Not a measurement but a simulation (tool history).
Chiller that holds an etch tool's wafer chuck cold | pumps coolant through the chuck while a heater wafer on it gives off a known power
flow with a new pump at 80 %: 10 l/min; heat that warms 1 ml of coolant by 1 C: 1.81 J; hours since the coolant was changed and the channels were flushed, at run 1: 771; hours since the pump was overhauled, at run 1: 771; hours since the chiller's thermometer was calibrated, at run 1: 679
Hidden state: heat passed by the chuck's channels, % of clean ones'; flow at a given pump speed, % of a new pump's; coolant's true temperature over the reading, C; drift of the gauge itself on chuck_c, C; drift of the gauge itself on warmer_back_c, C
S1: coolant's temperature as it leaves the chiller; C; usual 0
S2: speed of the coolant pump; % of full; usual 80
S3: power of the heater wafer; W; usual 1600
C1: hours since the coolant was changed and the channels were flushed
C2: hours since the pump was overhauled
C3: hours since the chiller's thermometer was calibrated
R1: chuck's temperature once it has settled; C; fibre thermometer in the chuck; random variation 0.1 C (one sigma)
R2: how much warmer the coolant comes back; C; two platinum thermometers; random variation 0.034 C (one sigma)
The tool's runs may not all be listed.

run,hour,S1,S2,S3,C1,C2,C3,R1,R2
1,0,0,80,1600,771,771,679,12.4,5.39
2,29.6,0,80,1600,800,800,709,12.3,5.35
3,67.6,0,80,1493,838,838,747,11.5,4.92
4,101.5,0,80,1493,872,872,781,11.5,4.88
5,140.7,0,80,1493,911,911,820,11.7,4.96
6,165.8,0,80,1291,936,936,845,10.1,4.26
7,201.9,0,80,1291,972,972,881,9.9,4.27
8,234.3,0,80,970,1005,1005,914,7.5,3.21
9,263.4,0,80,970,1034,1034,943,7.5,3.17
10,305.3,-8,62,1576,1076,1076,985,6.4,6.77
11,334.7,1,80,1600,1105,1105,1014,13.6,5.18
12,356.3,-2,98,1600,1127,1127,1036,8.9,4.16
13,386.3,-7,96,1600,1157,1157,1066,4.1,4.26
14,423,3,96,1600,1194,1194,1102,14.2,4.32
15,452.7,3,96,1600,1223,1223,1132,14.2,4.31
16,484.6,-6,63,908,1255,1255,1164,2.1,3.81
17,510.5,-9,63,1657,1281,1281,1190,6,6.86

The next listed run, before its measurement:
18,544.2,-9,63,1657,1315,1315,1223,?,?

{"run 18": {"R1": 5.8, "R2": 6.97}}
Without the tool's hidden state the same run would have given R1 5.8 C, R2 7.1 C.
